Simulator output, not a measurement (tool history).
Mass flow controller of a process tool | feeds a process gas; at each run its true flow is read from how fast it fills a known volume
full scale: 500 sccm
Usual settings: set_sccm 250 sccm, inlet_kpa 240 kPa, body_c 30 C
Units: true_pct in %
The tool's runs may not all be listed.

Run 1, hour 0: usual settings. Result: true_pct 97.48 %.
Run 2, hour 240: usual settings. Result: true_pct 97.47 %.
Run 3, hour 506.1: usual settings. Result: true_pct 97.33 %.
Run 4, hour 917.3: usual settings but inlet_kpa 269 kPa. Result: true_pct 97.48 %.
Run 5, hour 1133.6: usual settings but set_sccm 229 sccm. Result: true_pct 97.08 %.
At hour 1225.3: controller's zero set anew.
Run 6, hour 1395.9: usual settings. Result: true_pct 100.07 %.
Run 7, hour 1698.5: usual settings. Result: true_pct 99.87 %.
Run 8, hour 2053.3: usual settings but inlet_kpa 265 kPa. Result: true_pct 100.11 %.
Run 9, hour 2408.7: usual settings but inlet_kpa 265 kPa. Result: true_pct 100.1 %.
Run 10, hour 2821.2: usual settings. Result: true_pct 99.87 %.
Run 11, hour 3146.9: usual settings but inlet_kpa 194 kPa. Result: true_pct 99.44 %.
Run 12, hour 3531.8: usual settings but inlet_kpa 194 kPa. Result: true_pct 99.24 %.
Run 13, hour 3771.1: usual settings but inlet_kpa 194 kPa. Result: true_pct 99.31 %.
Run 14, hour 4066.7: usual settings but set_sccm 88 sccm, inlet_kpa 209 kPa, body_c 29 C. Result: true_pct 97.21 %.
Run 15, hour 4370.2: usual settings but set_sccm 227 sccm, inlet_kpa 141 kPa, body_c 25 C. Result: true_pct 98.86 %.
Run 16, hour 4688.8: usual settings but set_sccm 85 sccm, inlet_kpa 180 kPa, body_c 40 C. Result: true_pct 96.2 %.
Run 17, hour 4940.1: usual settings but set_sccm 85 sccm, inlet_kpa 180 kPa, body_c 40 C. Result: true_pct 96.19 %.
Run 18, hour 5331.4: usual settings but inlet_kpa 174 kPa, body_c 26 C. Result: true_pct 99.01 %.
Run 19, hour 5605: usual settings but set_sccm 337 sccm, inlet_kpa 157 kPa. Result: true_pct 99.57 %.
Run 20, hour 5876.6: usual settings but set_sccm 337 sccm, inlet_kpa 157 kPa. Result: true_pct 99.56 %.
Run 21, hour 6250.1: usual settings but set_sccm 337 sccm, inlet_kpa 157 kPa. Result: true_pct 99.63 %.
Run 22, hour 6659.7: usual settings but set_sccm 337 sccm, inlet_kpa 156 kPa. Result: true_pct 99.55 %.
Run 23, hour 7047.6: usual settings but set_sccm 337 sccm, inlet_kpa 156 kPa. Result: true_pct 99.48 %.
Run 24, hour 7223.4: usual settings but set_sccm 204 sccm. Result: true_pct 98.6 %.
Run 25, hour 7601: usual settings but set_sccm 201 sccm, body_c 21 C. Result: true_pct 98.66 %.

Measured less the same run without the tool's hidden state. The same run-to-run variation is in both; the gauge's scatter may not be:
The hidden state here: flow at rest that the sensor doesn't see, % of full scale; true flow over the shown one, %; drift of the gauge itself on true_pct, %.
run  true_pct
  1     -1.25
  2     -1.27
  3     -1.32
  4     -1.38
  5     -1.67
  6     +1.31
  7     +1.27
  8     +1.22
  9     +1.17
 10     +1.11
 11     +1.07
 12     +1.02
 13     +0.98
 14      -0.4
 15     +0.83
 16     -0.85
 17        -1
 18     +0.77
 19     +1.02
 20     +0.99
 21     +0.96
 22     +0.93
 23     +0.89
 24     +0.15
 25     +0.05

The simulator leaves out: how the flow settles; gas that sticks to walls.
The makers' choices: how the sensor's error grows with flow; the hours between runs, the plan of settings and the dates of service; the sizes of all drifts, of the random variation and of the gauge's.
